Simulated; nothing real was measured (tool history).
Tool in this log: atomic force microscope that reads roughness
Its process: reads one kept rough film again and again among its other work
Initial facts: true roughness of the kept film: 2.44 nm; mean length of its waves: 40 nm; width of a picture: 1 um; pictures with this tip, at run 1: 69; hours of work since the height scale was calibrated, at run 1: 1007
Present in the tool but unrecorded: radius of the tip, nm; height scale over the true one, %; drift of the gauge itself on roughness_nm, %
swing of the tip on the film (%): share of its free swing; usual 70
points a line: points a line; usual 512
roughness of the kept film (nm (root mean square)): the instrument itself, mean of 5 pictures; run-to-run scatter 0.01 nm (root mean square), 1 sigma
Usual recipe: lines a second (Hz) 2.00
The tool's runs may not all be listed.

run	day	lines a second (Hz)	swing of the tip on the film (%)	points a line	pictures with this tip	hours of work since the height scale was calibrated	roughness of the kept film (nm (root mean square))
1	0.000	2.00	70	512	69	1007	2.217
# day 1.483: new tip fitted
2	2.088	2.00	70	512	22	1032	2.268
3	4.125	2.44	70	512	97	1057	2.147
# day 4.779: new tip fitted
4	5.142	2.00	70	512	14	1069	2.280
5	6.688	2.10	70	512	71	1087	2.207
# day 8.012: new tip fitted
6	8.696	2.10	70	512	25	1112	2.265
7	10.800	2.21	70	512	103	1137	2.144
# day 11.271: new tip fitted
8	12.842	2.21	73	512	58	1162	2.201
9	14.162	2.00	70	326	107	1178	2.159
# day 14.600: new tip fitted
10	15.542	2.00	70	326	35	1194	2.245
11	17.154	2.00	70	512	94	1214	2.149
# day 17.883: new tip fitted
12	19.275	2.00	70	512	52	1239	2.214
13	20.383	2.00	80	512	93	1252	2.115
# day 21.138: new tip fitted
14	21.471	2.00	70	512	12	1265	2.292
15	22.662	2.00	70	814	56	1280	2.230
# day 24.421: new tip fitted
16	24.704	2.00	70	814	10	1304	2.308
17	26.704	2.00	70	512	84	1328	2.180
# day 27.783: new tip fitted
18	27.971	2.00	70	385	7	1344	2.292
19	29.783	2.00	70	385	74	1366	2.184
# day 31.117: new tip fitted
20	31.729	2.00	70	385	23	1389	2.262
21	32.696	2.00	76	512	58	1401	2.184
22	33.817	2.00	76	512	100	1414	2.153
# day 34.388: new tip fitted
23	34.842	2.00	76	512	17	1426	2.267
24	35.917	2.00	76	512	56	1439	2.202
# day 37.667: new tip fitted
25	37.888	2.00	70	512	8	1463	2.312
26	39.958	2.00	70	512	85	1488	2.179
# day 40.929: new tip fitted
27	41.025	1.93	84	512	4	1501	2.228
28	43.017	0.68	70	981	77	1525	2.260
# day 44.275: new tip fitted
29	44.725	0.68	70	981	17	1545	2.327
30	46.429	2.68	66	994	79	1566	2.189
# day 47.517: new tip fitted
31	47.517	2.44	86	994	0	1579	2.197
32	49.700	0.62	60	954	80	1605	2.264
# day 50.833: new tip fitted
33	50.879	0.62	87	954	2	1619	2.349
34	52.321	1.11	83	412	55	1637	2.211
35	53.617	1.11	83	412	103	1653	2.158
# day 54.079: new tip fitted
36	55.938	0.52	69	687	69	1680	2.270
# day 57.388: new tip fitted
37	58.100	0.52	69	687	27	1706	2.352
38	60.121	0.52	69	687	101	1731	2.225
# day 60.721: new tip fitted
39	61.200	1.00	72	584	18	1744	2.351
40	63.033	1.11	63	512	86	1766	2.248
# day 64.054: new tip fitted
41	64.325	1.29	63	491	10	1781	2.356
42	65.496	3.73	70	576	53	1796	2.184
43	67.262	2.54	80	576	118	1817	2.074
# day 67.400: new tip fitted
44	68.783	1.08	80	576	51	1835	2.268
45	70.354	1.08	80	576	109	1854	2.168
# day 70.758: new tip fitted
46	71.454	2.63	56	576	26	1867	2.309
47	72.758	2.00	77	352	74	1883	2.161
# day 74.083: new tip fitted
48	74.900	2.00	81	352	30	1909	2.215
49	76.979	2.22	73	345	107	1934	2.136
# day 77.488: new tip fitted
50	78.850	2.22	73	345	50	1956	2.220
51	79.896	2.65	81	973	89	1969	2.092

How would selected steps in roughness of the kept film (nm (root mean square)) from run to run divide? Give the signed amount a tool lacking its hidden state would still show from settings, what came in and random variation, and the signed amount left for the hidden state, including any gauge scatter that is not in both of the compared results.
Run 13 -> 14: swing of the tip on the film (%) 80 -> 70, new tip fitted. roughness of the kept film (nm (root mean square)) +0.177: hidden state +0.127, all else +0.050.
Run 31 -> 32: lines a second (Hz) 2.44 -> 0.62, swing of the tip on the film (%) 86 -> 60, points a line 994 -> 954. roughness of the kept film (nm (root mean square)) +0.067: hidden state -0.135, all else +0.202.
Run 32 -> 33: swing of the tip on the film (%) 60 -> 87, new tip fitted. roughness of the kept film (nm (root mean square)) +0.085: hidden state +0.138, all else -0.053.
Run 38 -> 39: lines a second (Hz) 0.52 -> 1.00, swing of the tip on the film (%) 69 -> 72, points a line 687 -> 584, new tip fitted. roughness of the kept film (nm (root mean square)) +0.126: hidden state +0.135, all else -0.009.
Run 41 -> 42: lines a second (Hz) 1.29 -> 3.73, swing of the tip on the film (%) 63 -> 70, points a line 491 -> 576. roughness of the kept film (nm (root mean square)) -0.172: hidden state -0.067, all else -0.105.
Run 43 -> 44: lines a second (Hz) 2.54 -> 1.08, new tip fitted. roughness of the kept film (nm (root mean square)) +0.194: hidden state +0.104, all else +0.090.
